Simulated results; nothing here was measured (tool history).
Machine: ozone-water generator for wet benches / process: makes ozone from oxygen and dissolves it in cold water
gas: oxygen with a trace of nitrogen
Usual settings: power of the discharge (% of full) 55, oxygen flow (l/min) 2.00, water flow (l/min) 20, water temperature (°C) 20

run,hour,power of the discharge (% of full),oxygen flow (l/min),water flow (l/min),water temperature (°C),dissolved ozone (ppm),ozone in the gas ahead of the water (g/m3)
1,0.0,55,2.00,20,20,6.4,116.1
2,34.8,55,2.00,20,20,6.1,116.8
3,71.9,55,2.00,20,20,6.1,117.7
4,110.3,55,2.00,20,20,6.1,115.9
5,127.0,55,2.00,20,25,5.9,115.4
6,146.8,55,2.00,20,25,5.9,116.3
7,185.4,55,2.00,20,25,5.8,116.5
8,218.2,55,2.00,20,25,5.8,117.7
9,250.7,55,2.00,20,25,5.9,116.0
10,269.0,55,2.00,20,21,6.1,116.4
11,286.1,55,2.00,20,21,6.1,116.5
12,318.5,55,2.24,20,20,6.3,107.2
13,356.9,55,1.55,20,20,5.8,133.1
14,374.6,55,2.03,20,20,6.4,115.7
15,398.1,55,2.03,20,20,6.1,115.0
16,425.4,55,2.00,22,20,5.7,116.5
17,448.8,55,1.45,20,21,5.7,136.8
18,474.7,55,1.45,21,23,5.2,138.1
19,507.7,93,1.25,21,21,7.9,228.4
20,539.5,93,1.25,21,21,7.9,229.7
21,567.3,93,1.25,21,21,7.7,228.3
22,586.4,93,1.25,21,21,8.0,229.3
23,614.2,93,1.25,21,21,7.8,227.8
24,652.9,93,1.25,21,21,7.7,229.1
25,675.0,93,1.25,21,21,7.8,229.2
26,706.1,93,1.25,21,21,7.7,230.0
27,729.8,55,2.86,23,22,5.6,96.3
28,768.7,63,2.80,22,20,6.6,108.2
29,806.1,63,2.80,22,20,6.8,108.1
30,832.0,63,2.80,14,25,9.1,107.4
31,861.8,48,2.80,25,25,4.4,85.1
32,882.7,48,2.80,25,25,4.1,86.3

Branching from run 32: 4 alternative next runs. What would each branch give?
A,920.8,48,2.80,25,15,?,?
B,920.8,55,1.74,20,20,?,?
C,920.8,80,1.20,20,13,?,?
D,920.8,69,1.62,20,20,?,?

run,dissolved ozone (ppm),ozone in the gas ahead of the water (g/m3)
A,4.9,86.0
B,5.7,123.7
C,7.6,205.9
D,6.9,154.7
Had the tool no hidden state, the same runs would have come out as:
run,dissolved ozone (ppm),ozone in the gas ahead of the water (g/m3)
A,5.1,88.7
B,6.0,128.2
C,8.1,216.5
D,7.3,161.8
